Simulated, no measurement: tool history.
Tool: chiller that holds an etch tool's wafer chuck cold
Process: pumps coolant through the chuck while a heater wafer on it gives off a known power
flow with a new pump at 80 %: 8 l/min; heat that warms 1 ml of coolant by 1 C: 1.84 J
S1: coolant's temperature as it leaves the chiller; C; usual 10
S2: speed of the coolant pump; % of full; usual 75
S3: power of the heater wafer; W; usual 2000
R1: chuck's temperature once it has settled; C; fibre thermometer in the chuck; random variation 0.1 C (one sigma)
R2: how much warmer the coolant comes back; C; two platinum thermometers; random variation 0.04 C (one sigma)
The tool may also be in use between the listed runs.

Run 1, hour 0.0: usual settings. Result: R1 25.8 C, R2 8.90 C.
Run 2, hour 36.8: usual settings. Result: R1 25.6 C, R2 8.94 C.
At hour 58.0: chiller's thermometer calibrated.
Run 3, hour 72.7: usual settings. Result: R1 25.6 C, R2 8.86 C.
Run 4, hour 89.8: usual settings. Result: R1 25.5 C, R2 8.97 C.
Run 5, hour 107.8: usual settings. Result: R1 25.7 C, R2 8.91 C.
Run 6, hour 124.5: usual settings. Result: R1 25.7 C, R2 8.92 C.
Run 7, hour 140.3: usual settings but S1 12 C. Result: R1 27.6 C, R2 8.94 C.
Run 8, hour 167.2: usual settings but S1 12 C. Result: R1 27.6 C, R2 8.87 C.
Run 9, hour 204.6: usual settings but S1 12 C. Result: R1 27.7 C, R2 8.88 C.
Run 10, hour 222.1: usual settings but S1 14 C. Result: R1 29.5 C, R2 8.91 C.
Run 11, hour 260.5: usual settings but S1 5 C, S2 97 % of full, S3 1171 W. Result: R1 12.6 C, R2 3.91 C.
Run 12, hour 295.1: usual settings but S1 11 C, S2 66 % of full, S3 1710 W. Result: R1 25.8 C, R2 8.80 C.
Run 13, hour 322.5: usual settings but S1 11 C, S2 66 % of full, S3 1710 W. Result: R1 25.7 C, R2 8.80 C.
Run 14, hour 341.5: usual settings but S1 15 C, S2 68 % of full, S3 1035 W. Result: R1 23.7 C, R2 5.16 C.
Run 15, hour 362.9: usual settings but S2 86 % of full, S3 1159 W. Result: R1 18.2 C, R2 4.45 C.
Run 16, hour 380.1: usual settings but S2 86 % of full, S3 1958 W. Result: R1 23.9 C, R2 7.47 C.
Run 17, hour 410.8: usual settings but S1 17 C, S2 91 % of full, S3 2660 W. Result: R1 35.0 C, R2 9.55 C.
Run 18, hour 442.5: usual settings but S1 13 C, S2 91 % of full, S3 1565 W. Result: R1 23.7 C, R2 5.60 C.
Run 19, hour 471.7: usual settings but S1 13 C, S2 91 % of full, S3 1565 W. Result: R1 23.9 C, R2 5.64 C.
Run 20, hour 495.3: usual settings but S1 13 C, S2 91 % of full, S3 2385 W. Result: R1 29.3 C, R2 8.56 C.

3 ways to go on from here, each from the tool as it stands after run 20. What would each give?
Run A, hour 526.4: usual settings but S1 7 C, S2 95 % of full, S3 1190 W. Result: R1 ?, R2 ?.
Run B, hour 526.4: usual settings but S1 4 C, S2 89 % of full, S3 1210 W. Result: R1 ?, R2 ?.
Run C, hour 526.4: usual settings but S1 4 C, S2 91 % of full, S3 2385 W. Result: R1 ?, R2 ?.

run    R1    R2
  A  15.0  4.09
  B  12.5  4.43
  C  20.5  8.64
Without the tool's hidden state the same runs would have given:
run    R1    R2
  A  14.4  4.03
  B  11.9  4.35
  C  19.3  8.50
